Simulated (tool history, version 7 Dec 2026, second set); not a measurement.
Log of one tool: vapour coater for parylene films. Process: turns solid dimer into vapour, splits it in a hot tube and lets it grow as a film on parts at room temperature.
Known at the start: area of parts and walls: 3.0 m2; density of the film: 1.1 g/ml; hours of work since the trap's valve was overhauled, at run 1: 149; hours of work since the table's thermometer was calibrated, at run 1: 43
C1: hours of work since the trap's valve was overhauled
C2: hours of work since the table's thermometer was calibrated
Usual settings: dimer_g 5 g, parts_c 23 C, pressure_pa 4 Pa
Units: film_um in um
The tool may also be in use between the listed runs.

{"run": 1, "day": 0.0, "dimer_g": 5, "parts_c": 23, "pressure_pa": 4, "C1": 149, "C2": 43, "film_um": 1.139}
{"run": 2, "day": 0.983, "dimer_g": 5, "parts_c": 23, "pressure_pa": 4, "C1": 167, "C2": 60, "film_um": 1.144}
{"run": 3, "day": 2.262, "dimer_g": 5, "parts_c": 23, "pressure_pa": 4, "C1": 189, "C2": 83, "film_um": 1.129}
{"run": 4, "day": 3.054, "dimer_g": 5, "parts_c": 23, "pressure_pa": 4, "C1": 203, "C2": 97, "film_um": 1.131}
{"run": 5, "day": 3.708, "dimer_g": 5, "parts_c": 23, "pressure_pa": 4, "C1": 215, "C2": 109, "film_um": 1.131}
{"run": 6, "day": 4.717, "dimer_g": 5, "parts_c": 23, "pressure_pa": 4, "C1": 233, "C2": 127, "film_um": 1.128}
{"run": 7, "day": 5.792, "dimer_g": 5, "parts_c": 23, "pressure_pa": 4, "C1": 252, "C2": 146, "film_um": 1.112}
{"run": 8, "day": 6.946, "dimer_g": 5, "parts_c": 23, "pressure_pa": 4, "C1": 273, "C2": 167, "film_um": 1.117}
{"run": 9, "day": 7.754, "dimer_g": 5, "parts_c": 23, "pressure_pa": 4, "C1": 287, "C2": 181, "film_um": 1.116}
{"run": 10, "day": 8.45, "dimer_g": 5, "parts_c": 23, "pressure_pa": 4, "C1": 300, "C2": 193, "film_um": 1.119}
{"run": 11, "day": 9.079, "dimer_g": 5, "parts_c": 23, "pressure_pa": 4, "C1": 311, "C2": 205, "film_um": 1.11}
{"run": 12, "day": 10.008, "dimer_g": 5, "parts_c": 23, "pressure_pa": 3.76, "C1": 327, "C2": 221, "film_um": 1.128}
{"run": 13, "day": 10.775, "dimer_g": 5, "parts_c": 23, "pressure_pa": 3.76, "C1": 341, "C2": 235, "film_um": 1.121}
{"run": 14, "day": 11.412, "dimer_g": 5, "parts_c": 23, "pressure_pa": 3.76, "C1": 352, "C2": 246, "film_um": 1.115}
{"run": 15, "day": 12.312, "dimer_g": 4, "parts_c": 32, "pressure_pa": 2.28, "C1": 368, "C2": 262, "film_um": 0.693}
{"run": 16, "day": 13.325, "dimer_g": 6, "parts_c": 32, "pressure_pa": 5.06, "C1": 387, "C2": 280, "film_um": 0.898}
{"run": 17, "day": 14.796, "dimer_g": 6, "parts_c": 32, "pressure_pa": 5.06, "C1": 413, "C2": 307, "film_um": 0.898}
{"run": 18, "day": 16.317, "dimer_g": 2, "parts_c": 31, "pressure_pa": 3.84, "C1": 440, "C2": 334, "film_um": 0.318}
{"run": 19, "day": 17.288, "dimer_g": 5, "parts_c": 23, "pressure_pa": 5.64, "C1": 457, "C2": 351, "film_um": 1.014}
{"run": 20, "day": 18.438, "dimer_g": 7, "parts_c": 15, "pressure_pa": 2.01, "C1": 478, "C2": 371, "film_um": 1.938}
{"day": 19.288, "done": "trap's valve overhauled"}
{"run": 21, "day": 19.638, "dimer_g": 3, "parts_c": 30, "pressure_pa": 4.91, "C1": 6, "C2": 390, "film_um": 0.508}
{"run": 22, "day": 20.696, "dimer_g": 5, "parts_c": 16, "pressure_pa": 4.91, "C1": 25, "C2": 409, "film_um": 1.431}
{"run": 23, "day": 21.725, "dimer_g": 5, "parts_c": 16, "pressure_pa": 4.91, "C1": 43, "C2": 427, "film_um": 1.432}
{"run": 24, "day": 22.908, "dimer_g": 9, "parts_c": 16, "pressure_pa": 4.91, "C1": 65, "C2": 448, "film_um": 2.574}
{"run": 25, "day": 23.85, "dimer_g": 3, "parts_c": 27, "pressure_pa": 4, "C1": 81, "C2": 465, "film_um": 0.595}
{"run": 26, "day": 24.921, "dimer_g": 8, "parts_c": 29, "pressure_pa": 7.28, "C1": 100, "C2": 484, "film_um": 1.307}
{"run": 27, "day": 26.262, "dimer_g": 8, "parts_c": 29, "pressure_pa": 7.28, "C1": 124, "C2": 508, "film_um": 1.294}

Measured less the same run without the tool's hidden state. The same run-to-run variation is in both; the gauge's scatter may not be:
The hidden state here: vapour lost through the trap's worn valve, %; true temperature of the parts over the reading, C; drift of the gauge itself on film_um, %.
run=1 film_um=-0.033
run=2 film_um=-0.036
run=3 film_um=-0.041
run=4 film_um=-0.043
run=5 film_um=-0.045
run=6 film_um=-0.048
run=7 film_um=-0.052
run=8 film_um=-0.055
run=9 film_um=-0.059
run=10 film_um=-0.061
run=11 film_um=-0.063
run=12 film_um=-0.067
run=13 film_um=-0.069
run=14 film_um=-0.072
run=15 film_um=-0.047
run=16 film_um=-0.063
run=17 film_um=-0.068
run=18 film_um=-0.026
run=19 film_um=-0.086
run=20 film_um=-0.134
run=21 film_um=-0.01
run=22 film_um=-0.034
run=23 film_um=-0.04
run=24 film_um=-0.08
run=25 film_um=-0.02
run=26 film_um=-0.048
run=27 film_um=-0.054
